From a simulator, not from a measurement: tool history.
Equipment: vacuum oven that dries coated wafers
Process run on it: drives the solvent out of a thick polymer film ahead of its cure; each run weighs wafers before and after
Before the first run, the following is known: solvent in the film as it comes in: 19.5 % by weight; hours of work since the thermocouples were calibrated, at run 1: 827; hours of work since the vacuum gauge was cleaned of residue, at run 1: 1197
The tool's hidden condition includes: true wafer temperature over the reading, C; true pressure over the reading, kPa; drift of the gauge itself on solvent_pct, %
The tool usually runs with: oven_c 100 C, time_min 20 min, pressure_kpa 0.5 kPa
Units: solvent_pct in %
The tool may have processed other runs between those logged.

| run | hour | oven_c | time_min | pressure_kpa | hours of work since the thermocouples were calibrated | hours of work since the vacuum gauge was cleaned of residue | solvent_pct |
|---|---|---|---|---|---|---|---|
| 1 | 0 | 100 | 20 | 0.5 | 827 | 1197 | 1.35 |
| 2 | 69.9 | 100 | 20 | 0.5 | 861 | 1231 | 1.28 |
| 3 | 152.8 | 100 | 20 | 0.5 | 902 | 1272 | 1.32 |
| 4 | 227.2 | 100 | 20 | 0.5 | 938 | 1308 | 1.37 |
| 5 | 283.1 | 100 | 20 | 0.5 | 965 | 1335 | 1.31 |
| 6 | 345.9 | 100 | 20 | 0.5 | 996 | 1366 | 1.37 |
| 7 | 417.3 | 100 | 20 | 0.5 | 1031 | 1401 | 1.36 |
| 8 | 474.6 | 100 | 20 | 0.974 | 1059 | 1429 | 1.76 |
| 9 | 549.3 | 100 | 20 | 0.974 | 1095 | 1465 | 1.75 |
| 10 | 617.1 | 100 | 20 | 0.5 | 1128 | 1499 | 1.42 |
| 11 | 680.1 | 100 | 20 | 0.5 | 1159 | 1529 | 1.45 |
|  | 686.4 | vacuum gauge cleaned of residue and calibrated |
| 12 | 726.1 | 100 | 20 | 0.5 | 1181 | 19 | 1.51 |
| 13 | 788.9 | 100 | 28 | 0.5 | 1212 | 50 | 1.06 |
|  | 857.8 | oven's thermocouples calibrated |
| 14 | 866.4 | 100 | 20 | 0.5 | 4 | 87 | 1.38 |
| 15 | 941.6 | 100 | 20 | 1.085 | 41 | 124 | 1.8 |
| 16 | 985.9 | 100 | 20 | 0.5 | 63 | 145 | 1.42 |
| 17 | 1037.4 | 100 | 20 | 0.5 | 88 | 171 | 1.36 |
| 18 | 1080.1 | 100 | 20 | 0.5 | 109 | 191 | 1.38 |
| 19 | 1143.8 | 100 | 20 | 0.5 | 140 | 223 | 1.42 |
| 20 | 1182.3 | 100 | 21 | 0.398 | 159 | 241 | 1.25 |
| 21 | 1229.6 | 100 | 21 | 0.398 | 182 | 264 | 1.34 |
|  | 1249.3 | vacuum gauge cleaned of residue and calibrated, once more |
| 22 | 1273 | 99 | 13 | 0.774 | 202 | 12 | 2.45 |
| 23 | 1321.9 | 95 | 32 | 0.774 | 226 | 36 | 0.84 |
| 24 | 1373.6 | 100 | 34 | 0.517 | 251 | 61 | 0.46 |
| 25 | 1429.8 | 100 | 34 | 0.517 | 279 | 88 | 0.47 |
| 26 | 1477.2 | 100 | 27 | 0.398 | 302 | 111 | 0.5 |
| 27 | 1557.4 | 100 | 27 | 0.398 | 341 | 151 | 0.48 |
| 28 | 1602.9 | 100 | 27 | 0.398 | 363 | 173 | 0.53 |
| 29 | 1643.3 | 100 | 20 | 0.5 | 383 | 193 | 1.01 |
| 30 | 1681.6 | 100 | 20 | 0.5 | 402 | 211 | 0.99 |
| 31 | 1773.2 | 100 | 19 | 1.119 | 447 | 256 | 1.55 |
| 32 | 1813.6 | 100 | 19 | 1.119 | 466 | 276 | 1.56 |
| 33 | 1869.7 | 104 | 20 | 0.5 | 494 | 303 | 0.73 |
| 34 | 1946.2 | 104 | 11 | 0.5 | 531 | 341 | 2.31 |
| 35 | 2003 | 104 | 17 | 1.879 | 559 | 368 | 1.9 |
| 36 | 2041.6 | 115 | 11 | 0.612 | 578 | 387 | 1.05 |
| 37 | 2104.5 | 115 | 11 | 0.612 | 609 | 418 | 1.03 |
| 38 | 2155.2 | 115 | 11 | 0.612 | 633 | 443 | 0.99 |

Across each entry between runs, compare the hidden state at the last listed run before it with the hidden state at the first listed run after it:
From run 11 to run 12: vacuum gauge cleaned of residue and calibrated (hour 686.4)
  true wafer temperature over the reading, C: -1.28 -> -1.3; true pressure over the reading, kPa: 0.564 -> 0.664
  measured result minus the result with no hidden state, solvent_pct: +0.53 -> +0.61 %
From run 13 to run 14: oven's thermocouples calibrated (hour 857.8)
  true wafer temperature over the reading, C: -1.35 -> 0.35; true pressure over the reading, kPa: 0.675 -> 0.69
  measured result minus the result with no hidden state, solvent_pct: +0.58 -> +0.47 %
From run 21 to run 22: vacuum gauge cleaned of residue and calibrated, once more (hour 1249.3)
  true wafer temperature over the reading, C: 0.1 -> 0.08; true pressure over the reading, kPa: 0.754 -> 0.015
  measured result minus the result with no hidden state, solvent_pct: +0.53 -> -0.01 %
